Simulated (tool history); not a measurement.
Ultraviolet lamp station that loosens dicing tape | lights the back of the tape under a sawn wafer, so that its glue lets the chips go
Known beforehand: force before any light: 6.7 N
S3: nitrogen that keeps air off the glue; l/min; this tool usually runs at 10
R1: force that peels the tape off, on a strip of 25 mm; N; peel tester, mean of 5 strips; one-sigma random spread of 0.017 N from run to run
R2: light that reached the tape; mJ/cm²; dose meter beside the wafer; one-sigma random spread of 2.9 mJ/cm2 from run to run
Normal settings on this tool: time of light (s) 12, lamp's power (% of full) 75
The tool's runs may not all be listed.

run 1 day=0 | time_of_light_(s)=12 lamp's_power_(%_of_full)=75 S3=10 | R1=1.288 R2=329
run 2 day=2.533 | time_of_light_(s)=6 lamp's_power_(%_of_full)=75 S3=10 | R1=2.992 R2=158
run 3 day=4.421 | time_of_light_(s)=6 lamp's_power_(%_of_full)=75 S3=10 | R1=2.975 R2=149
run 4 day=5.721 | time_of_light_(s)=6 lamp's_power_(%_of_full)=75 S3=10 | R1=3.125 R2=153
run 5 day=7.533 | time_of_light_(s)=12 lamp's_power_(%_of_full)=75 S3=10 | R1=1.493 R2=302
run 6 day=9.321 | time_of_light_(s)=7 lamp's_power_(%_of_full)=75 S3=10 | R1=2.829 R2=173
run 7 day=10.562 | time_of_light_(s)=12 lamp's_power_(%_of_full)=75 S3=3 | R1=2.407 R2=294
run 8 day=12.158 | time_of_light_(s)=12 lamp's_power_(%_of_full)=66 S3=10 | R1=1.847 R2=251
run 9 day=13.508 | time_of_light_(s)=12 lamp's_power_(%_of_full)=80 S3=8 | R1=1.62 R2=303
run 10 day=15.004 | time_of_light_(s)=12 lamp's_power_(%_of_full)=74 S3=5 | R1=2.152 R2=269
run 11 day=16.421 | time_of_light_(s)=14 lamp's_power_(%_of_full)=90 S3=4 | R1=1.523 R2=378
-- day=17.062 window cleaned of glue's vapour
run 12 day=18.133 | time_of_light_(s)=14 lamp's_power_(%_of_full)=90 S3=4 | R1=1.213 R2=440
run 13 day=19.988 | time_of_light_(s)=14 lamp's_power_(%_of_full)=90 S3=4 | R1=1.254 R2=428
run 14 day=22.642 | time_of_light_(s)=21 lamp's_power_(%_of_full)=90 S3=19 | R1=0.242 R2=624

What if the next run were any one of these 3? Each begins from the tool's condition after run 14:
-- day=24.938 lamp changed
run A day=24.938 | time_of_light_(s)=15 lamp's_power_(%_of_full)=76 S3=5 | R1=? R2=?
-- day=24.938 lamp changed
run B day=24.938 | time_of_light_(s)=8 lamp's_power_(%_of_full)=63 S3=7 | R1=? R2=?
-- day=24.938 lamp changed
run C day=24.938 | time_of_light_(s)=21 lamp's_power_(%_of_full)=90 S3=4 | R1=? R2=?

run=A R1=0.843 R2=507
run=B R1=2.394 R2=225
run=C R1=0.306 R2=837
Without the tool's unlogged condition, the same runs would have read:
run=A R1=0.761 R2=533
run=B R1=2.27 R2=237
run=C R1=0.27 R2=881
